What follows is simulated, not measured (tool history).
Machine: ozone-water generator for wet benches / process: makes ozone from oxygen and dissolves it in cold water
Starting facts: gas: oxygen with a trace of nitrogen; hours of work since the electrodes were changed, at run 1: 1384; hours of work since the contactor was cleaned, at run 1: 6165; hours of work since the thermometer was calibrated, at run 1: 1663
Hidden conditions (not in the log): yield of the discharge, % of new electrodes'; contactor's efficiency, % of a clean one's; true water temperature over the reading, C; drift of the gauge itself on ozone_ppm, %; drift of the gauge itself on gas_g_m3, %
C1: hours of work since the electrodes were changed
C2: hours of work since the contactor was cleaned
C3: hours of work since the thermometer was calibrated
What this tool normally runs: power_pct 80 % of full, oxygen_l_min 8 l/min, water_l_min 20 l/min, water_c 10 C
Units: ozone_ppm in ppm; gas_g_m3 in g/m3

Run 1, hour 0: usual settings; C1 1384; C2 6165; C3 1663. Result: ozone_ppm 32.6 ppm, gas_g_m3 193.2 g/m3.
Run 2, hour 90.2: usual settings; C1 1463; C2 6244; C3 1742. Result: ozone_ppm 32.9 ppm, gas_g_m3 191.7 g/m3.
Run 3, hour 157.7: usual settings but water_c 9 C; C1 1522; C2 6303; C3 1801. Result: ozone_ppm 33.2 ppm, gas_g_m3 192 g/m3.
Run 4, hour 213.9: usual settings but water_c 9 C; C1 1572; C2 6353; C3 1850. Result: ozone_ppm 33.3 ppm, gas_g_m3 191.1 g/m3.
Run 5, hour 300.5: usual settings; C1 1648; C2 6429; C3 1926. Result: ozone_ppm 32.4 ppm, gas_g_m3 193.3 g/m3.
Run 6, hour 381.9: usual settings; C1 1719; C2 6500; C3 1997. Result: ozone_ppm 32.7 ppm, gas_g_m3 192.1 g/m3.
Run 7, hour 491.1: usual settings; C1 1815; C2 6596; C3 2093. Result: ozone_ppm 32.9 ppm, gas_g_m3 193.4 g/m3.
Run 8, hour 564.2: usual settings; C1 1879; C2 6660; C3 2157. Result: ozone_ppm 33.1 ppm, gas_g_m3 191.5 g/m3.
Run 9, hour 661.6: usual settings; C1 1964; C2 6745; C3 2242. Result: ozone_ppm 32.7 ppm, gas_g_m3 192.8 g/m3.
Run 10, hour 734.8: usual settings; C1 2028; C2 6809; C3 2307. Result: ozone_ppm 32.5 ppm, gas_g_m3 192.2 g/m3.
Run 11, hour 801.1: usual settings; C1 2086; C2 6867; C3 2365. Result: ozone_ppm 32.3 ppm, gas_g_m3 190.9 g/m3.
Run 12, hour 891.3: usual settings but power_pct 66 % of full, water_c 14 C; C1 2165; C2 6946; C3 2444. Result: ozone_ppm 25.5 ppm, gas_g_m3 161.2 g/m3.
Run 13, hour 966.2: usual settings but power_pct 70 % of full, oxygen_l_min 13.51 l/min, water_l_min 17 l/min, water_c 18 C; C1 2231; C2 7012; C3 2509. Result: ozone_ppm 24.7 ppm, gas_g_m3 124.2 g/m3.
Run 14, hour 1057.5: usual settings but oxygen_l_min 10.01 l/min; C1 2311; C2 7092; C3 2589. Result: ozone_ppm 32.1 ppm, gas_g_m3 167.4 g/m3.
Run 15, hour 1158.4: usual settings but oxygen_l_min 10.01 l/min; C1 2399; C2 7180; C3 2678. Result: ozone_ppm 31.3 ppm, gas_g_m3 167.2 g/m3.
Run 16, hour 1217.7: usual settings but oxygen_l_min 6.47 l/min, water_l_min 14 l/min; C1 2451; C2 7232; C3 2729. Result: ozone_ppm 43.2 ppm, gas_g_m3 217.6 g/m3.
Run 17, hour 1306.8: usual settings but power_pct 59 % of full, oxygen_l_min 9.17 l/min, water_l_min 13 l/min, water_c 16 C; C1 2529; C2 7310; C3 2807. Result: ozone_ppm 28.2 ppm, gas_g_m3 135.2 g/m3.
Run 18, hour 1403.9: usual settings but power_pct 47 % of full, oxygen_l_min 5.68 l/min, water_l_min 13 l/min, water_c 7 C; C1 2614; C2 7395; C3 2893. Result: ozone_ppm 30.1 ppm, gas_g_m3 147.7 g/m3.
Run 19, hour 1475.4: usual settings but power_pct 47 % of full, oxygen_l_min 5.68 l/min, water_l_min 13 l/min, water_c 7 C; C1 2677; C2 7458; C3 2955. Result: ozone_ppm 30.4 ppm, gas_g_m3 147.3 g/m3.
Run 20, hour 1527.7: usual settings but power_pct 67 % of full, oxygen_l_min 4.6 l/min, water_l_min 12 l/min, water_c 8 C; C1 2722; C2 7503; C3 3001. Result: ozone_ppm 43.5 ppm, gas_g_m3 229.6 g/m3.

3 ways to go on from here, each from the tool as it stands after run 20. What would each give?
Run A, hour 1603.9: usual settings but water_c 12 C; C1 2789; C2 7570; C3 3068. Result: ozone_ppm ?, gas_g_m3 ?.
Run B, hour 1603.9: usual settings but oxygen_l_min 9.37 l/min, water_c 7 C; C1 2789; C2 7570; C3 3068. Result: ozone_ppm ?, gas_g_m3 ?.
Run C, hour 1603.9: usual settings but water_l_min 22 l/min; C1 2789; C2 7570; C3 3068. Result: ozone_ppm ?, gas_g_m3 ?.

run  ozone_ppm  gas_g_m3
  A       31.9     192.4
  B       33.5     174.7
  C       30.2     192.5
The same runs, with their run-to-run variation unchanged, on a tool lacking any hidden condition would have given:
run  ozone_ppm  gas_g_m3
  A       31.9     192.5
  B       33.5     174.8
  C       30.3     192.6

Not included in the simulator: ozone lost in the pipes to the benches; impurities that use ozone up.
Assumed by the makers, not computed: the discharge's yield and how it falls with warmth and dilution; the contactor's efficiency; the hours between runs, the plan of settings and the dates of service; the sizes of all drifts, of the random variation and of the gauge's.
